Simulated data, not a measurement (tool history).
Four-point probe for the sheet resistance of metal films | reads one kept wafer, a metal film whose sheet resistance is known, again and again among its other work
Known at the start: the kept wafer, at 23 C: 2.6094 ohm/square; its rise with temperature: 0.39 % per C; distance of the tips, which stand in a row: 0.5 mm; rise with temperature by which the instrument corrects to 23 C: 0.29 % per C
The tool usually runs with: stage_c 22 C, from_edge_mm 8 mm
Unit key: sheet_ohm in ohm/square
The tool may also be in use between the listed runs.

run 1 hour=0 | stage_c=22 from_edge_mm=8 | sheet_ohm=2.596038
run 2 hour=77.6 | stage_c=22 from_edge_mm=8 | sheet_ohm=2.59437
run 3 hour=165.8 | stage_c=22 from_edge_mm=8 | sheet_ohm=2.594062
run 4 hour=220.3 | stage_c=22 from_edge_mm=8 | sheet_ohm=2.593095
run 5 hour=317.8 | stage_c=22 from_edge_mm=8 | sheet_ohm=2.59202
run 6 hour=393.9 | stage_c=22 from_edge_mm=8 | sheet_ohm=2.590762
run 7 hour=436.6 | stage_c=22 from_edge_mm=8 | sheet_ohm=2.590065
run 8 hour=505.4 | stage_c=22 from_edge_mm=8 | sheet_ohm=2.589614
run 9 hour=568.5 | stage_c=22 from_edge_mm=8 | sheet_ohm=2.589369
run 10 hour=628.3 | stage_c=22 from_edge_mm=10 | sheet_ohm=2.587126
run 11 hour=687.9 | stage_c=27 from_edge_mm=10 | sheet_ohm=2.599126
run 12 hour=781.1 | stage_c=27 from_edge_mm=44 | sheet_ohm=2.595561
run 13 hour=866.1 | stage_c=27 from_edge_mm=44 | sheet_ohm=2.595062
run 14 hour=937.8 | stage_c=22 from_edge_mm=12 | sheet_ohm=2.582591
run 15 hour=984.7 | stage_c=22 from_edge_mm=12 | sheet_ohm=2.582617
run 16 hour=1053.1 | stage_c=22 from_edge_mm=12 | sheet_ohm=2.582345
run 17 hour=1145.4 | stage_c=22 from_edge_mm=12 | sheet_ohm=2.581075
run 18 hour=1237.8 | stage_c=22 from_edge_mm=28 | sheet_ohm=2.57736
run 19 hour=1312.1 | stage_c=22 from_edge_mm=28 | sheet_ohm=2.575909
run 20 hour=1389.3 | stage_c=24 from_edge_mm=40 | sheet_ohm=2.581227
run 21 hour=1467 | stage_c=24 from_edge_mm=40 | sheet_ohm=2.579335
run 22 hour=1516.2 | stage_c=24 from_edge_mm=40 | sheet_ohm=2.578797
run 23 hour=1591.1 | stage_c=30 from_edge_mm=4 | sheet_ohm=2.61711
run 24 hour=1647.5 | stage_c=28 from_edge_mm=3 | sheet_ohm=2.6286
run 25 hour=1727.7 | stage_c=35 from_edge_mm=5 | sheet_ohm=2.619137
run 26 hour=1828.3 | stage_c=35 from_edge_mm=5 | sheet_ohm=2.618309
run 27 hour=1900 | stage_c=18 from_edge_mm=4 | sheet_ohm=2.581042
run 28 hour=1983.4 | stage_c=23 from_edge_mm=3 | sheet_ohm=2.610578
run 29 hour=2029.8 | stage_c=21 from_edge_mm=4 | sheet_ohm=2.588334
run 30 hour=2129.5 | stage_c=21 from_edge_mm=4 | sheet_ohm=2.587062
run 31 hour=2195.8 | stage_c=21 from_edge_mm=4 | sheet_ohm=2.587099
run 32 hour=2295.1 | stage_c=33 from_edge_mm=57 | sheet_ohm=2.592714
run 33 hour=2354.7 | stage_c=32 from_edge_mm=8 | sheet_ohm=2.596752
run 34 hour=2407.1 | stage_c=20 from_edge_mm=5 | sheet_ohm=2.5742
run 35 hour=2449 | stage_c=30 from_edge_mm=11 | sheet_ohm=2.587668
run 36 hour=2499.9 | stage_c=32 from_edge_mm=47 | sheet_ohm=2.590119
run 37 hour=2545.4 | stage_c=32 from_edge_mm=35 | sheet_ohm=2.58934

4 ways to go on from here, each from the tool as it stands after run 37. What would each give?
run A hour=2587.3 | stage_c=23 from_edge_mm=3 | sheet_ohm=?
run B hour=2587.3 | stage_c=18 from_edge_mm=16 | sheet_ohm=?
run C hour=2587.3 | stage_c=19 from_edge_mm=8 | sheet_ohm=?
run D hour=2587.3 | stage_c=35 from_edge_mm=35 | sheet_ohm=?

run=A sheet_ohm=2.60416
run=B sheet_ohm=2.55431
run=C sheet_ohm=2.561441
run=D sheet_ohm=2.595725
With the hidden condition removed and each run's random variation left untouched, the same runs would have given:
run=A sheet_ohm=2.647839
run=B sheet_ohm=2.597292
run=C sheet_ohm=2.604519
run=D sheet_ohm=2.639083
